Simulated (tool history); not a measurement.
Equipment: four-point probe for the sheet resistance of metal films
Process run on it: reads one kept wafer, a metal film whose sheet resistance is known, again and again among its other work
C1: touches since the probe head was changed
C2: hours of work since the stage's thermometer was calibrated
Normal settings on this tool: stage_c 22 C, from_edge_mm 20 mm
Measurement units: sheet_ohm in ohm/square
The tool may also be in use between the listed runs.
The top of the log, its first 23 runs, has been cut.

run 24 hour=1967.0 | stage_c=23 from_edge_mm=10 | C1=117166 C2=1731 | sheet_ohm=12.024514
run 25 hour=2058.8 | stage_c=33 from_edge_mm=32 | C1=122619 C2=1797 | sheet_ohm=12.049467
run 26 hour=2128.0 | stage_c=33 from_edge_mm=44 | C1=126729 C2=1847 | sheet_ohm=12.051691
run 27 hour=2196.7 | stage_c=23 from_edge_mm=66 | C1=130812 C2=1897 | sheet_ohm=12.001168
run 28 hour=2247.8 | stage_c=23 from_edge_mm=66 | C1=133845 C2=1934 | sheet_ohm=12.004472
-- hour=2255.7 stage's thermometer calibrated
run 29 hour=2368.4 | stage_c=23 from_edge_mm=66 | C1=140978 C2=81 | sheet_ohm=12.007539
run 30 hour=2481.5 | stage_c=31 from_edge_mm=70 | C1=147694 C2=163 | sheet_ohm=12.051509
run 31 hour=2538.9 | stage_c=31 from_edge_mm=70 | C1=151102 C2=204 | sheet_ohm=12.051602
-- hour=2608.7 stage's thermometer calibrated, once more
run 32 hour=2608.7 | stage_c=31 from_edge_mm=70 | C1=155222 C2=0 | sheet_ohm=12.037244
run 33 hour=2668.8 | stage_c=27 from_edge_mm=20 | C1=158789 C2=43 | sheet_ohm=12.028764
run 34 hour=2770.9 | stage_c=27 from_edge_mm=20 | C1=164853 C2=117 | sheet_ohm=12.030923
run 35 hour=2888.9 | stage_c=19 from_edge_mm=6 | C1=171864 C2=202 | sheet_ohm=12.063761
run 36 hour=3004.4 | stage_c=19 from_edge_mm=54 | C1=178722 C2=285 | sheet_ohm=11.989538
run 37 hour=3102.7 | stage_c=35 from_edge_mm=15 | C1=184563 C2=356 | sheet_ohm=12.077823
run 38 hour=3222.6 | stage_c=30 from_edge_mm=5 | C1=191682 C2=443 | sheet_ohm=12.152421
run 39 hour=3328.5 | stage_c=24 from_edge_mm=33 | C1=197975 C2=519 | sheet_ohm=12.025195
run 40 hour=3416.5 | stage_c=20 from_edge_mm=5 | C1=203200 C2=583 | sheet_ohm=12.105597
run 41 hour=3539.7 | stage_c=22 from_edge_mm=3 | C1=210518 C2=671 | sheet_ohm=12.301582
run 42 hour=3634.8 | stage_c=34 from_edge_mm=4 | C1=216162 C2=740 | sheet_ohm=12.241699
run 43 hour=3711.8 | stage_c=18 from_edge_mm=4 | C1=220740 C2=796 | sheet_ohm=12.161220
run 44 hour=3797.6 | stage_c=24 from_edge_mm=4 | C1=225832 C2=857 | sheet_ohm=12.198057
-- hour=3858.0 new probe head fitted
run 45 hour=3858.0 | stage_c=24 from_edge_mm=11 | C1=0 C2=900 | sheet_ohm=11.964587

Below are 3 alternative next runs, each starting from the tool's condition after run 45. Predict each:
run A hour=3932.4 | stage_c=33 from_edge_mm=33 | C1=4421 C2=954 | sheet_ohm=?
run B hour=3932.4 | stage_c=23 from_edge_mm=4 | C1=4421 C2=954 | sheet_ohm=?
run C hour=3932.4 | stage_c=28 from_edge_mm=39 | C1=4421 C2=954 | sheet_ohm=?

run=A sheet_ohm=11.990958
run=B sheet_ohm=12.101528
run=C sheet_ohm=11.968024
Stripped of hidden state, with their random variation kept, the same runs would have yielded:
run=A sheet_ohm=11.981809
run=B sheet_ohm=12.092114
run=C sheet_ohm=11.958803

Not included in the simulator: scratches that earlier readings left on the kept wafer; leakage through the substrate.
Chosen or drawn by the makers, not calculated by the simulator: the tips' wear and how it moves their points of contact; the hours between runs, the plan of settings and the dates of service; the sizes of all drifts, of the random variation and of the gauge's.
